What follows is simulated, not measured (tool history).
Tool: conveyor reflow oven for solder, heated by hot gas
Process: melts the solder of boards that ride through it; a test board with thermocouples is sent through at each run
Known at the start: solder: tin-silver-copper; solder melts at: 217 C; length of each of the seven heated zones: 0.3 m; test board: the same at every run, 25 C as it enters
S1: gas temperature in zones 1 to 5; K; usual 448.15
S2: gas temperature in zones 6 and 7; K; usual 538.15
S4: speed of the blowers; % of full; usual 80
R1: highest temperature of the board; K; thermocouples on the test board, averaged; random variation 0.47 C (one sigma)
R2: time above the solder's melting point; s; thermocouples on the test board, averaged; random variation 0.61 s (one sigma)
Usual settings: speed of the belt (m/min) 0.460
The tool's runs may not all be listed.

Run 1, hour 0.0: usual settings. Result: R1 522.65 K, R2 58.5 s.
Run 2, hour 71.3: usual settings. Result: R1 521.85 K, R2 58.1 s.
Run 3, hour 134.9: usual settings but S4 58 % of full. Result: R1 516.35 K, R2 50.2 s.
Run 4, hour 190.2: usual settings but S4 58 % of full. Result: R1 517.55 K, R2 51.0 s.
Run 5, hour 267.5: usual settings but S4 58 % of full. Result: R1 515.95 K, R2 50.7 s.
Run 6, hour 303.1: usual settings. Result: R1 521.45 K, R2 57.2 s.
Run 7, hour 338.9: usual settings. Result: R1 520.05 K, R2 55.2 s.
Run 8, hour 392.6: usual settings but S1 436.15 K, S2 546.15 K, speed of the belt (m/min) 0.535, S4 88 % of full. Result: R1 519.35 K, R2 43.3 s.
Run 9, hour 475.8: usual settings but S1 436.15 K, S2 546.15 K, speed of the belt (m/min) 0.535, S4 88 % of full. Result: R1 525.25 K, R2 48.1 s.
Run 10, hour 532.7: usual settings but S1 436.15 K, S2 546.15 K, speed of the belt (m/min) 0.535, S4 88 % of full. Result: R1 524.85 K, R2 47.5 s.
Run 11, hour 597.3: usual settings but S1 436.15 K, S2 546.15 K, speed of the belt (m/min) 0.535, S4 88 % of full. Result: R1 523.65 K, R2 46.4 s.
Run 12, hour 656.3: usual settings but S1 436.15 K, S2 546.15 K, speed of the belt (m/min) 0.535, S4 88 % of full. Result: R1 523.05 K, R2 45.3 s.

Not shown: 1 entry that the log had between the listed runs. Between which runs, and how does the tool's hidden state differ before and after?
Between runs 8 and 9: flux residue cleaned out of gas plates and filters (hour 426.7)
  heat that the gas passes to the board, % of a clean oven's: 86.5 -> 98.6; belt's true speed, % of the reading: 97.58 -> 97.45; true gas temperature in zones 6 and 7 over the reading, C: -1.45 -> -1.56
  measured less the result without the state, R1: -5.50 -> -0.80 K; R2: -3.7 -> +0.7 s
